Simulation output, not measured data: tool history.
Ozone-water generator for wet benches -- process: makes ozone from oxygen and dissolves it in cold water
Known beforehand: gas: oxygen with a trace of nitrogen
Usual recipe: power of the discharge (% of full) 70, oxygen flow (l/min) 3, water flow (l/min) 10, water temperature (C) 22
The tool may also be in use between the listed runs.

| run | day | power of the discharge (% of full) | oxygen flow (l/min) | water flow (l/min) | water temperature (C) | dissolved ozone (ppm) | ozone in the gas ahead of the water (g/m3) |
|---|---|---|---|---|---|---|---|
| 1 | 0 | 70 | 3 | 10 | 22 | 22.3 | 238.6 |
| 2 | 1.712 | 70 | 3 | 10 | 22 | 22.5 | 237.8 |
| 3 | 5.546 | 70 | 3 | 8 | 22 | 26.5 | 237.6 |
| 4 | 8.512 | 70 | 3 | 8 | 22 | 26.2 | 238.7 |
| 5 | 10.954 | 70 | 3 | 8 | 22 | 26.4 | 237.2 |
| 6 | 14.604 | 70 | 3 | 10 | 19 | 23.3 | 234.8 |
|  | 17.525 | contactor cleaned |
| 7 | 18.658 | 70 | 3 | 10 | 19 | 23.6 | 235.7 |
| 8 | 21.867 | 70 | 3 | 10 | 22 | 22.1 | 236.3 |
| 9 | 25.65 | 70 | 3 | 10 | 22 | 22 | 232.7 |
| 10 | 29.479 | 70 | 3 | 10 | 22 | 22.3 | 234.3 |
| 11 | 31.492 | 70 | 3 | 10 | 22 | 21.9 | 232.4 |
| 12 | 33.262 | 70 | 3 | 10 | 22 | 22.3 | 233.3 |
| 13 | 35.283 | 70 | 3 | 10 | 24 | 21.7 | 235.5 |
| 14 | 38.792 | 70 | 3 | 10 | 24 | 21.4 | 233.2 |
| 15 | 42.125 | 70 | 3 | 10 | 29 | 19.6 | 231.2 |
|  | 44.083 | gauge calibrated |
| 16 | 45.288 | 47 | 3 | 10 | 22 | 15.8 | 174.8 |
| 17 | 46.946 | 47 | 3 | 10 | 22 | 16.2 | 174.3 |
| 18 | 50.875 | 47 | 3 | 10 | 22 | 16.1 | 173.6 |
| 19 | 54.908 | 47 | 3 | 10 | 22 | 16.2 | 173.5 |
| 20 | 57.258 | 47 | 3 | 10 | 22 | 16.3 | 172.4 |
| 21 | 59.512 | 89 | 3 | 10 | 19 | 28.4 | 286.8 |
| 22 | 62.292 | 70 | 3 | 8 | 16 | 28.9 | 236.6 |
| 23 | 65.762 | 64 | 3 | 12 | 16 | 19.5 | 219.8 |
| 24 | 69.333 | 88 | 5.37 | 10 | 14 | 33 | 233 |
| 25 | 71.225 | 69 | 2.6 | 13 | 16 | 18.4 | 242.2 |
| 26 | 73.825 | 69 | 2.6 | 13 | 16 | 18.5 | 242.2 |
| 27 | 77.162 | 69 | 2.6 | 13 | 16 | 18.7 | 242 |
| 28 | 79.738 | 61 | 4.11 | 13 | 30 | 14.5 | 189.9 |
| 29 | 81.625 | 73 | 2.37 | 11 | 22 | 20.1 | 261 |
| 30 | 83.292 | 70 | 2.1 | 14 | 28 | 14.1 | 264.3 |

For each run, the measured value with the value that run would have given without the tool's hidden condition subtracted. The run-to-run variation is shared by both, the gauge scatter possibly not:
What the log doesn't record here: yield of the discharge, % of new electrodes'; contactor's efficiency, % of a clean one's; true water temperature over the reading, C; drift of the gauge itself on ozone_ppm, %; drift of the gauge itself on gas_g_m3, %.
| run | ozone in the gas ahead of the water (g/m3) |
|---|---|
| 1 | -0.2 |
| 2 | -0.4 |
| 3 | -1 |
| 4 | -1.5 |
| 5 | -1.9 |
| 6 | -2.5 |
| 7 | -3.1 |
| 8 | -3.6 |
| 9 | -4.1 |
| 10 | -4.7 |
| 11 | -5.1 |
| 12 | -5.3 |
| 13 | -5.8 |
| 14 | -6.3 |
| 15 | -6.7 |
| 16 | -0.3 |
| 17 | -0.4 |
| 18 | -0.9 |
| 19 | -1.4 |
| 20 | -1.6 |
| 21 | -3.2 |
| 22 | -3.1 |
| 23 | -3.3 |
| 24 | -4.3 |
| 25 | -4.6 |
| 26 | -5 |
| 27 | -5.6 |
| 28 | -4.7 |
| 29 | -6.9 |
| 30 | -7.3 |
dissolved ozone (ppm): within 0.1 of the measured result in every run.
